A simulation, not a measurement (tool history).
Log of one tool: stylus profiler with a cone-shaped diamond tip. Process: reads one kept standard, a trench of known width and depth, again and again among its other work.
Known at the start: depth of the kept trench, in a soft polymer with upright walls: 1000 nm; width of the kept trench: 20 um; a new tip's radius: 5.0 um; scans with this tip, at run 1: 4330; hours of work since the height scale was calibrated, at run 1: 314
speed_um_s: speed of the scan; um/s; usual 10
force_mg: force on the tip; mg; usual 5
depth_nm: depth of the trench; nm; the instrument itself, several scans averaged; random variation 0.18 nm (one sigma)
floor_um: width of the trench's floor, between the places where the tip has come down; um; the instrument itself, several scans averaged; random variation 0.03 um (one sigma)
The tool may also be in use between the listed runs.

run,hour,speed_um_s,force_mg,scans with this tip,hours of work since the height scale was calibrated,depth_nm,floor_um
1,0,10,5,4330,314,1028.23,11.42
2,32.5,10,6.54,4626,335,1033.88,11.3
3,55.1,10,9.02,4832,350,1041.7,11.19
4,99.6,10,2.06,5237,379,1015.55,11
5,151.7,10,2.06,5712,414,1015.42,10.76
6,200.3,10,2.06,6154,446,1015.23,10.6
7,229.5,5,2.06,6421,465,1015.41,10.54
8,272,5,2.06,6808,493,1015.42,10.31
9,313.9,2,9.98,7189,521,1044.35,10.22
# hour 317.6: height scale calibrated on a step standard
10,356.2,7,9.29,7570,25,1042.13,10.03
11,397.9,23,10.38,7949,53,1045.51,9.85
12,446,37,1.99,8388,85,1015.02,9.55
13,491.6,6,1.88,8803,115,1014.23,9.5
14,529.9,6,1.88,9152,140,1014.4,9.38
15,555.1,6,1.88,9381,157,1013.77,9.23
16,581.8,10,6.63,9624,174,1033.35,9.17

3 ways to go on from here, each from the tool as it stands after run 16. What would each give?
# hour 612.2: height scale calibrated on a step standard, once more
A,626.7,9,5.51,10029,10,?,?
# hour 612.2: height scale calibrated on a step standard, once more
B,626.7,24,3.13,10029,10,?,?
# hour 612.2: height scale calibrated on a step standard, once more
C,626.7,10,1.75,10029,10,?,?

run,depth_nm,floor_um
A,1029.59,9.02
B,1019.97,8.91
C,1013.44,9.01
Without the tool's hidden state the same runs would have given:
run,depth_nm,floor_um
A,1029.97,13.97
B,1020.35,13.86
C,1013.81,13.97
